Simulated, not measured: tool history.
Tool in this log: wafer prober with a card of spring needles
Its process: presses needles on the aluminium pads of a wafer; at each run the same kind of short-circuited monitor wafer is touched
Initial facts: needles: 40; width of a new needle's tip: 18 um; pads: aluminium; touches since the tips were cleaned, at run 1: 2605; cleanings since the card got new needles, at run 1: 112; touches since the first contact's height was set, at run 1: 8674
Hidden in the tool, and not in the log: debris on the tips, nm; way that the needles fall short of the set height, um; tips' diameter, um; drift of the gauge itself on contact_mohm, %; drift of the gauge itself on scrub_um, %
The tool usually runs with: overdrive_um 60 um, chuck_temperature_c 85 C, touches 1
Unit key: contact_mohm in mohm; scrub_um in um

run,day,overdrive_um,chuck_temperature_c,touches,touches since the tips were cleaned,cleanings since the card got new needles,touches since the first contact's height was set,contact_mohm,scrub_um
1,0.000,60,85,1,2605,112,8674,358,14.87
# day 0.512: tips cleaned on abrasive film
# day 1.342: tips cleaned on abrasive film
# day 2.046: tips cleaned on abrasive film
2,2.467,60,85,1,4908,115,37153,379,14.79
# day 2.817: tips cleaned on abrasive film
# day 3.692: tips cleaned on abrasive film
# day 4.546: tips cleaned on abrasive film
3,5.079,60,85,1,6206,118,67315,392,14.70
# day 5.417: tips cleaned on abrasive film
# day 6.121: tips cleaned on abrasive film
4,6.396,60,85,1,3198,120,82480,374,14.61
# day 6.921: tips cleaned on abrasive film
# day 7.729: tips cleaned on abrasive film
5,7.908,60,85,1,2046,122,99918,358,14.69
# day 8.554: tips cleaned on abrasive film
# day 9.371: tips cleaned on abrasive film
6,9.762,60,85,1,4521,124,121352,386,14.61
# day 10.092: tips cleaned on abrasive film
# day 10.921: tips cleaned on abrasive film
7,11.567,60,85,2,7476,126,142188,346,14.45
# day 11.746: tips cleaned on abrasive film
# day 12.621: tips cleaned on abrasive film
# day 13.467: tips cleaned on abrasive film
# day 14.292: tips cleaned on abrasive film
8,14.500,60,85,1,2408,130,176015,368,14.55
# day 15.000: tips cleaned on abrasive film
# day 15.850: tips cleaned on abrasive film
9,16.546,60,85,1,8088,132,199672,402,14.36
# day 16.725: tips cleaned on abrasive film
# day 17.258: height of the first contact set anew
# day 17.438: tips cleaned on abrasive film
# day 18.221: tips cleaned on abrasive film
10,18.917,40,67,1,8042,135,19110,532,9.87
# day 19.067: tips cleaned on abrasive film
# day 19.942: tips cleaned on abrasive film
# day 20.712: tips cleaned on abrasive film
11,20.712,47,35,2,0,138,39804,277,11.56
# day 21.500: tips cleaned on abrasive film
# day 22.375: tips cleaned on abrasive film
# day 23.154: tips cleaned on abrasive film
12,23.388,47,35,2,2714,141,70707,353,11.53
# day 23.904: tips cleaned on abrasive film
# day 24.775: tips cleaned on abrasive film
# day 25.642: tips cleaned on abrasive film
# day 26.446: tips cleaned on abrasive film
13,26.446,49,47,2,0,145,105969,287,11.87
# day 27.321: tips cleaned on abrasive film
14,27.921,49,47,2,6979,146,123062,386,11.89
# day 28.100: tips cleaned on abrasive film
# day 28.800: tips cleaned on abrasive film
# day 29.625: tips cleaned on abrasive film
# day 30.325: tips cleaned on abrasive film
15,30.938,49,47,2,7084,150,157850,388,11.82

Selected run-to-run steps in contact_mohm, each split into two signed amounts: the part the tool would show with no hidden state at all (from settings, incoming material and random variation), and the remainder, which goes to the hidden state together with any gauge scatter not common to the measured and the hidden-state-free results:
Run 10 -> 11: overdrive_um 40 -> 47, chuck_temperature_c 67 -> 35, touches 1 -> 2, tips cleaned on abrasive film, tips cleaned on abrasive film, tips cleaned on abrasive film. contact_mohm -255 mohm: hidden state -239, all else -16.
